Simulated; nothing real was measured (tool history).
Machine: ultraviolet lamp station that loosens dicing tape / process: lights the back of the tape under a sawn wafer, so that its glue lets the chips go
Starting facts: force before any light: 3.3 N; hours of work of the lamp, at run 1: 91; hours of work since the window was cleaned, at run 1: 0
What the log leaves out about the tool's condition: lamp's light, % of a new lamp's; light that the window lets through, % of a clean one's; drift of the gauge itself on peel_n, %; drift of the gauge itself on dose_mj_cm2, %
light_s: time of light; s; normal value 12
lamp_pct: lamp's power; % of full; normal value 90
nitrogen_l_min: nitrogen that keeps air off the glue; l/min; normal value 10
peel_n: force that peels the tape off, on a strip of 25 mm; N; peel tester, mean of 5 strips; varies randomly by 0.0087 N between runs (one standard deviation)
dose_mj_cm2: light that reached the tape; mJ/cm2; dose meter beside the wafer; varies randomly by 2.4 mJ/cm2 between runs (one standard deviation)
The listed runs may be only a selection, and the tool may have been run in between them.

run    hour  light_s  lamp_pct  nitrogen_l_min  hours of work of the lamp  hours of work since the window was cleaned  peel_n  dose_mj_cm2
  1     0.0       12        90              10                         91                                           0   0.374          275
  2    18.8       12        76              10                        106                                          15   0.487          227
  3    41.3       12        78              10                        124                                          33   0.482          226
  4    70.5       12        78              10                        147                                          56   0.504          228
  5    99.6       12        78              10                        170                                          79   0.512          219
  6   118.6       12        78              10                        185                                          94   0.527          217
  7   138.5       12        90               9                        201                                         110   0.464          241
  8   168.0       12        90               9                        224                                         134   0.471          237
  9   193.6       12        90               9                        245                                         154   0.509          226
 10   222.8       12        90               9                        268                                         177   0.516          224
 11   248.8       12        90              10                        289                                         198   0.500          220
 12   274.0       10        90              10                        309                                         218   0.680          176
      296.5  -- window cleaned of glue's vapour
 13   300.4       12        90               4                        329                                           3   0.652          249
 14   318.9       12        90               4                        344                                          18   0.647          247
 15   344.4       12        90              10                        364                                          38   0.437          242
 16   364.9       12        90              10                        380                                          54   0.437          238
 17   388.5       12        90              10                        399                                          73   0.464          233
 18   412.7       12        90              10                        418                                          92   0.474          227
 19   429.3       12        90              10                        432                                         106   0.496          228
 20   456.5       12        90              10                        453                                         127   0.502          223
 21   481.3       12        90              10                        473                                         147   0.539          213
 22   512.6       12        90              10                        498                                         172   0.548          209
 23   543.3       19        84              14                        522                                         196   0.276          297
 24   564.4       10        84               5                        539                                         213   1.071          153
      593.4  -- window cleaned of glue's vapour
 25   595.6       13        72              12                        564                                           2   0.532          204
 26   613.5       13        72               9                        578                                          16   0.609          203
 27   629.3        9        72               5                        590                                          28   1.230          137
 28   652.4        9        72               5                        609                                          47   1.287          137
 29   676.3        8        62               3                        628                                          66   1.779          102
 30   691.1        8        75              17                        639                                          78   1.004          120
 31   716.1        8        75              17                        659                                          98   0.995          122
 32   732.1        8        75              17                        672                                         110   1.002          114
 33   763.7       17        71              10                        697                                         135   0.489          227
 34   786.2       17        83              10                        715                                         153   0.406          265
 35   802.8       17        83              10                        728                                         166   0.400          258
 36   822.6       17        67               4                        744                                         182   0.853          204
 37   839.0       19        71               8                        757                                         195   0.527          238
 38   859.6       19        71               8                        773                                         212   0.539          237
 39   879.7       17        94               4                        789                                         228   0.565          271
      890.5  -- window cleaned of glue's vapour
 40   900.1       19        81              10                        805                                           8   0.291          307
 41   925.8       23        99              10                        826                                          28   0.191          450
 42   957.5       23        70               6                        851                                          53   0.387          309
 43   977.6       17        79               4                        867                                          69   0.627          252
 44  1007.4       17        79               4                        891                                          93   0.670          244

3 options for the next run, each taken on its own from the tool as it stands now. Forecast them:
  A  1037.0       12        69              10                        914                                         116       ?            ?
  B  1037.0       17        66               4                        914                                         116       ?            ?
  C  1037.0        7        64               9                        914                                         116       ?            ?

run  peel_n  dose_mj_cm2
  A   0.885          149
  B   0.883          199
  C   1.577           82
Take away the tool's hidden state, keep each run's random variation, and the runs would have read:
run  peel_n  dose_mj_cm2
  A   0.532          217
  B   0.523          290
  C   1.152          119
